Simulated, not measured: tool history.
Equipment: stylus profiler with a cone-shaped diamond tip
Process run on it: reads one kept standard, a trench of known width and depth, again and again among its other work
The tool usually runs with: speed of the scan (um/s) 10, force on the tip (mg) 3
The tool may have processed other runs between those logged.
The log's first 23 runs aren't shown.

run,hour,speed of the scan (um/s),force on the tip (mg),depth of the trench (angstrom),width of the trench's floor (µm)
24,999.8,2,1.17,1008.8,48.41
25,1050.6,24,2.21,1014.9,48.35
26,1081.3,5,2.62,1016.6,48.38
27,1134.2,3,1.2,1011.5,48.39
28,1197,14,3,1018.3,48.35
29,1242.5,6,1.36,1011.8,48.34
30,1305.2,40,4.82,1023.9,48.24
31,1356.9,27,8.37,1034,48.33
32,1387.8,33,7.62,1033.9,48.39
33,1428,33,7.62,1033.5,48.29
34,1479.6,33,7.62,1033.1,48.31
35,1519.4,33,7.62,1032.6,48.25
36,1547.2,33,7.62,1033.8,48.34
37,1599.8,33,7.62,1031.6,48.27
38,1646.7,3,3.01,1019.5,48.31
39,1676.3,36,2.65,1017.7,48.21

Alternative continuations, all from the tool just after run 39; predict every row:
A,1709.8,4,7.85,?,?
B,1709.8,33,1.73,?,?
C,1709.8,17,6.61,?,?

run,depth of the trench (angstrom),width of the trench's floor (µm)
A,1034.3,48.36
B,1012.1,48.28
C,1030,48.25
Stripped of hidden state, with their random variation kept, the same runs would have yielded:
run,depth of the trench (angstrom),width of the trench's floor (µm)
A,1032.3,48.63
B,1010.2,48.55
C,1028,48.52
